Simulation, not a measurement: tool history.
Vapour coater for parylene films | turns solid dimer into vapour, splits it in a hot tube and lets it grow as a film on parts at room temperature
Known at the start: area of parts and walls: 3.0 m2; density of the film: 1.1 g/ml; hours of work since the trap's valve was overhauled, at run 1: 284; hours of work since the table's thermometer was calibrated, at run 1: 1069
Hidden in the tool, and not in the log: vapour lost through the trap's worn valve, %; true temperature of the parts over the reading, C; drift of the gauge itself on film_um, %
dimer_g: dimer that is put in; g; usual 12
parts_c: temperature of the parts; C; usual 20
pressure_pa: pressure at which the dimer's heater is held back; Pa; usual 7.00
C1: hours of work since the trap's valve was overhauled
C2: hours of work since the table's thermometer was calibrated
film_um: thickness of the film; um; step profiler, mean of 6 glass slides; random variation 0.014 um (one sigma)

{"run": 1, "hour": 0.0, "dimer_g": 12, "parts_c": 20, "pressure_pa": 7.0, "C1": 284, "C2": 1069, "film_um": 2.02}
{"run": 2, "hour": 43.1, "dimer_g": 12, "parts_c": 20, "pressure_pa": 7.0, "C1": 305, "C2": 1089, "film_um": 2.05}
{"run": 3, "hour": 101.6, "dimer_g": 12, "parts_c": 20, "pressure_pa": 7.0, "C1": 332, "C2": 1117, "film_um": 2.03}
{"hour": 139.2, "done": "table's thermometer calibrated"}
{"run": 4, "hour": 172.4, "dimer_g": 12, "parts_c": 20, "pressure_pa": 2.49, "C1": 365, "C2": 16, "film_um": 2.24}
{"run": 5, "hour": 218.3, "dimer_g": 12, "parts_c": 20, "pressure_pa": 7.0, "C1": 387, "C2": 37, "film_um": 1.96}
{"run": 6, "hour": 257.4, "dimer_g": 12, "parts_c": 20, "pressure_pa": 7.0, "C1": 405, "C2": 56, "film_um": 1.93}
{"run": 7, "hour": 310.4, "dimer_g": 12, "parts_c": 20, "pressure_pa": 7.0, "C1": 430, "C2": 81, "film_um": 1.98}
{"run": 8, "hour": 340.2, "dimer_g": 12, "parts_c": 20, "pressure_pa": 7.0, "C1": 444, "C2": 95, "film_um": 1.92}
{"run": 9, "hour": 392.2, "dimer_g": 12, "parts_c": 20, "pressure_pa": 3.28, "C1": 469, "C2": 119, "film_um": 2.17}
{"run": 10, "hour": 459.8, "dimer_g": 12, "parts_c": 20, "pressure_pa": 3.28, "C1": 501, "C2": 151, "film_um": 2.13}
{"run": 11, "hour": 495.2, "dimer_g": 8, "parts_c": 20, "pressure_pa": 3.28, "C1": 517, "C2": 168, "film_um": 1.45}
{"run": 12, "hour": 526.1, "dimer_g": 8, "parts_c": 20, "pressure_pa": 3.28, "C1": 532, "C2": 183, "film_um": 1.41}
{"run": 13, "hour": 588.9, "dimer_g": 8, "parts_c": 13, "pressure_pa": 3.28, "C1": 562, "C2": 212, "film_um": 1.75}
{"run": 14, "hour": 641.0, "dimer_g": 8, "parts_c": 13, "pressure_pa": 3.28, "C1": 586, "C2": 237, "film_um": 1.73}
{"run": 15, "hour": 691.8, "dimer_g": 8, "parts_c": 13, "pressure_pa": 3.28, "C1": 610, "C2": 261, "film_um": 1.75}
{"run": 16, "hour": 723.5, "dimer_g": 8, "parts_c": 13, "pressure_pa": 3.28, "C1": 625, "C2": 276, "film_um": 1.73}
{"hour": 739.9, "done": "trap's valve overhauled"}
{"run": 17, "hour": 767.8, "dimer_g": 8, "parts_c": 13, "pressure_pa": 3.28, "C1": 13, "C2": 295, "film_um": 1.63}
{"run": 18, "hour": 835.6, "dimer_g": 8, "parts_c": 13, "pressure_pa": 3.28, "C1": 45, "C2": 327, "film_um": 1.64}
{"run": 19, "hour": 878.1, "dimer_g": 12, "parts_c": 18, "pressure_pa": 7.0, "C1": 65, "C2": 347, "film_um": 1.92}
{"hour": 888.1, "done": "trap's valve overhauled, once more"}
{"run": 20, "hour": 944.8, "dimer_g": 12, "parts_c": 20, "pressure_pa": 7.0, "C1": 27, "C2": 376, "film_um": 2.08}
{"run": 21, "hour": 995.8, "dimer_g": 12, "parts_c": 31, "pressure_pa": 7.0, "C1": 51, "C2": 400, "film_um": 1.51}
{"run": 22, "hour": 1051.4, "dimer_g": 12, "parts_c": 31, "pressure_pa": 7.0, "C1": 77, "C2": 427, "film_um": 1.49}
{"run": 23, "hour": 1094.5, "dimer_g": 12, "parts_c": 13, "pressure_pa": 7.0, "C1": 97, "C2": 447, "film_um": 2.55}
{"run": 24, "hour": 1148.5, "dimer_g": 12, "parts_c": 13, "pressure_pa": 7.0, "C1": 123, "C2": 472, "film_um": 2.52}
{"run": 25, "hour": 1178.9, "dimer_g": 12, "parts_c": 13, "pressure_pa": 7.0, "C1": 137, "C2": 487, "film_um": 2.51}
{"run": 26, "hour": 1221.6, "dimer_g": 11, "parts_c": 14, "pressure_pa": 8.82, "C1": 157, "C2": 507, "film_um": 2.15}
{"run": 27, "hour": 1288.6, "dimer_g": 8, "parts_c": 24, "pressure_pa": 2.33, "C1": 189, "C2": 539, "film_um": 1.41}
{"run": 28, "hour": 1328.2, "dimer_g": 15, "parts_c": 21, "pressure_pa": 2.92, "C1": 208, "C2": 557, "film_um": 2.78}
{"run": 29, "hour": 1369.1, "dimer_g": 15, "parts_c": 21, "pressure_pa": 2.92, "C1": 227, "C2": 576, "film_um": 2.77}
{"run": 30, "hour": 1407.5, "dimer_g": 12, "parts_c": 20, "pressure_pa": 11.01, "C1": 245, "C2": 595, "film_um": 1.91}
{"run": 31, "hour": 1459.1, "dimer_g": 8, "parts_c": 18, "pressure_pa": 4.36, "C1": 269, "C2": 619, "film_um": 1.52}
{"run": 32, "hour": 1497.4, "dimer_g": 10, "parts_c": 16, "pressure_pa": 7.55, "C1": 287, "C2": 637, "film_um": 1.86}
{"run": 33, "hour": 1527.6, "dimer_g": 7, "parts_c": 25, "pressure_pa": 7.55, "C1": 302, "C2": 651, "film_um": 1.02}
{"run": 34, "hour": 1575.3, "dimer_g": 7, "parts_c": 25, "pressure_pa": 7.55, "C1": 324, "C2": 674, "film_um": 1.0}
{"run": 35, "hour": 1608.8, "dimer_g": 8, "parts_c": 20, "pressure_pa": 7.55, "C1": 340, "C2": 690, "film_um": 1.32}
{"run": 36, "hour": 1650.7, "dimer_g": 11, "parts_c": 29, "pressure_pa": 7.0, "C1": 360, "C2": 709, "film_um": 1.4}
{"run": 37, "hour": 1682.8, "dimer_g": 7, "parts_c": 26, "pressure_pa": 7.0, "C1": 375, "C2": 724, "film_um": 0.98}
{"run": 38, "hour": 1736.5, "dimer_g": 21, "parts_c": 26, "pressure_pa": 5.12, "C1": 400, "C2": 750, "film_um": 3.05}
{"run": 39, "hour": 1778.8, "dimer_g": 21, "parts_c": 26, "pressure_pa": 5.12, "C1": 420, "C2": 770, "film_um": 3.03}
{"run": 40, "hour": 1827.5, "dimer_g": 12, "parts_c": 20, "pressure_pa": 2.93, "C1": 443, "C2": 793, "film_um": 2.19}
{"run": 41, "hour": 1863.5, "dimer_g": 12, "parts_c": 20, "pressure_pa": 8.55, "C1": 460, "C2": 810, "film_um": 1.91}
{"run": 42, "hour": 1922.8, "dimer_g": 15, "parts_c": 25, "pressure_pa": 5.2, "C1": 488, "C2": 838, "film_um": 2.23}
{"run": 43, "hour": 1979.8, "dimer_g": 10, "parts_c": 25, "pressure_pa": 5.2, "C1": 515, "C2": 865, "film_um": 1.46}
{"run": 44, "hour": 2011.1, "dimer_g": 13, "parts_c": 32, "pressure_pa": 3.65, "C1": 530, "C2": 879, "film_um": 1.63}
{"run": 45, "hour": 2060.1, "dimer_g": 13, "parts_c": 32, "pressure_pa": 3.65, "C1": 553, "C2": 902, "film_um": 1.61}
{"run": 46, "hour": 2126.0, "dimer_g": 14, "parts_c": 23, "pressure_pa": 4.86, "C1": 584, "C2": 934, "film_um": 2.16}

Measured less the same run without the tool's hidden state. The same run-to-run variation is in both; the gauge's scatter may not be:
run=1 film_um=-0.02
run=2 film_um=-0.02
run=3 film_um=-0.03
run=4 film_um=-0.10
run=5 film_um=-0.09
run=6 film_um=-0.11
run=7 film_um=-0.11
run=8 film_um=-0.11
run=9 film_um=-0.13
run=10 film_um=-0.13
run=11 film_um=-0.10
run=12 film_um=-0.10
run=13 film_um=-0.12
run=14 film_um=-0.12
run=15 film_um=-0.13
run=16 film_um=-0.13
run=17 film_um=-0.22
run=18 film_um=-0.23
run=19 film_um=-0.27
run=20 film_um=+0.01
run=21 film_um=+0.01
run=22 film_um=+0.00
run=23 film_um=+0.00
run=24 film_um=-0.01
run=25 film_um=-0.02
run=26 film_um=-0.02
run=27 film_um=-0.02
run=28 film_um=-0.04
run=29 film_um=-0.05
run=30 film_um=-0.04
run=31 film_um=-0.03
run=32 film_um=-0.04
run=33 film_um=-0.02
run=34 film_um=-0.03
run=35 film_um=-0.04
run=36 film_um=-0.05
run=37 film_um=-0.03
run=38 film_um=-0.11
run=39 film_um=-0.12
run=40 film_um=-0.09
run=41 film_um=-0.08
run=42 film_um=-0.10
run=43 film_um=-0.07
run=44 film_um=-0.08
run=45 film_um=-0.09
run=46 film_um=-0.12

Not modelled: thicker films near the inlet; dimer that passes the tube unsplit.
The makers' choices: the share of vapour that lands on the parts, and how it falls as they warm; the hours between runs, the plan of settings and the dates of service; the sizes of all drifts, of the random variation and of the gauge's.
